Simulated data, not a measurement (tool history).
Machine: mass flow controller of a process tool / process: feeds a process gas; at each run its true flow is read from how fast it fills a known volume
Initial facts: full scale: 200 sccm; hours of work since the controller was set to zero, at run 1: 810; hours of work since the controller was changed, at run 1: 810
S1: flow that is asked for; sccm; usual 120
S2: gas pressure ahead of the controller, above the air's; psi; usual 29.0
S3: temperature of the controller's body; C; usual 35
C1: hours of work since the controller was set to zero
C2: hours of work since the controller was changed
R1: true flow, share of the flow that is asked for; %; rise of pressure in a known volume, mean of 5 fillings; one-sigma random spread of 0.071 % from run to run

| run | hour | S1 | S2 | S3 | C1 | C2 | R1 |
|---|---|---|---|---|---|---|---|
| 1 | 0.0 | 120 | 29.0 | 35 | 810 | 810 | 100.56 |
| 2 | 68.5 | 120 | 29.0 | 35 | 847 | 847 | 100.62 |
| 3 | 139.6 | 120 | 33.1 | 35 | 885 | 885 | 100.91 |
| 4 | 239.8 | 120 | 33.1 | 35 | 940 | 940 | 100.89 |
| 5 | 311.1 | 122 | 29.0 | 35 | 978 | 978 | 100.66 |
| 6 | 434.5 | 120 | 29.0 | 35 | 1045 | 1045 | 100.38 |
| 7 | 530.4 | 120 | 29.0 | 35 | 1097 | 1097 | 100.62 |
| 8 | 649.2 | 120 | 20.5 | 35 | 1162 | 1162 | 100.38 |
| 9 | 725.9 | 120 | 20.5 | 35 | 1203 | 1203 | 100.29 |
| 10 | 798.1 | 120 | 20.5 | 35 | 1242 | 1242 | 100.11 |
| 11 | 889.5 | 120 | 20.5 | 35 | 1292 | 1292 | 100.12 |
| 12 | 1001.1 | 120 | 31.2 | 35 | 1352 | 1352 | 100.73 |
| 13 | 1080.4 | 120 | 29.0 | 35 | 1395 | 1395 | 100.63 |
| 14 | 1181.2 | 55 | 29.0 | 35 | 1450 | 1450 | 99.63 |
| 15 | 1243.0 | 120 | 29.0 | 34 | 1483 | 1483 | 100.48 |
| 16 | 1301.0 | 120 | 29.0 | 34 | 1515 | 1515 | 100.41 |
| 17 | 1406.4 | 120 | 29.0 | 35 | 1572 | 1572 | 100.58 |
| 18 | 1510.2 | 29 | 29.0 | 35 | 1628 | 1628 | 98.09 |
| 19 | 1588.7 | 29 | 29.0 | 35 | 1671 | 1671 | 98.16 |
| 20 | 1659.1 | 120 | 39.0 | 35 | 1709 | 1709 | 101.10 |
| 21 | 1749.4 | 120 | 28.4 | 35 | 1758 | 1758 | 100.55 |
| 22 | 1851.7 | 23 | 29.0 | 35 | 1813 | 1813 | 96.93 |
| 23 | 1943.2 | 120 | 29.0 | 35 | 1863 | 1863 | 100.43 |
| 24 | 2054.9 | 120 | 29.0 | 35 | 1923 | 1923 | 100.53 |
| 25 | 2111.2 | 120 | 29.0 | 35 | 1954 | 1954 | 100.59 |
| 26 | 2172.2 | 120 | 29.0 | 35 | 1987 | 1987 | 100.49 |
| 27 | 2285.2 | 120 | 29.0 | 35 | 2048 | 2048 | 100.46 |
| 28 | 2379.7 | 120 | 29.0 | 35 | 2099 | 2099 | 100.66 |
| 29 | 2496.4 | 118 | 39.2 | 30 | 2162 | 2162 | 100.55 |
| 30 | 2561.6 | 120 | 25.7 | 35 | 2198 | 2198 | 100.29 |
| 31 | 2619.1 | 120 | 29.0 | 27 | 2229 | 2229 | 99.66 |
| 32 | 2694.0 | 120 | 29.0 | 27 | 2269 | 2269 | 99.57 |
| 33 | 2786.3 | 61 | 27.4 | 22 | 2319 | 2319 | 97.86 |
| 34 | 2887.1 | 23 | 22.6 | 35 | 2374 | 2374 | 95.57 |
| 35 | 2992.1 | 23 | 22.6 | 35 | 2431 | 2431 | 95.56 |
| 36 | 3074.3 | 23 | 29.2 | 32 | 2476 | 2476 | 95.47 |
| 37 | 3173.2 | 23 | 29.2 | 32 | 2529 | 2529 | 95.29 |
| 38 | 3228.6 | 23 | 29.2 | 32 | 2559 | 2559 | 95.32 |
| 39 | 3291.5 | 186 | 38.3 | 35 | 2593 | 2593 | 101.59 |
| 40 | 3404.6 | 57 | 38.3 | 35 | 2654 | 2654 | 99.49 |
| 41 | 3527.2 | 57 | 27.6 | 39 | 2721 | 2721 | 99.32 |
| 42 | 3652.4 | 57 | 20.9 | 27 | 2789 | 2789 | 97.52 |
| 43 | 3713.3 | 175 | 29.0 | 29 | 2822 | 2822 | 100.22 |

The next listed run, before its measurement:
| 44 | 3819.5 | 47 | 29.0 | 27 | 2879 | 2879 | ? |

R1: 97.42 %
Without the tool's hidden state the same run would have given R1 99.68 %.
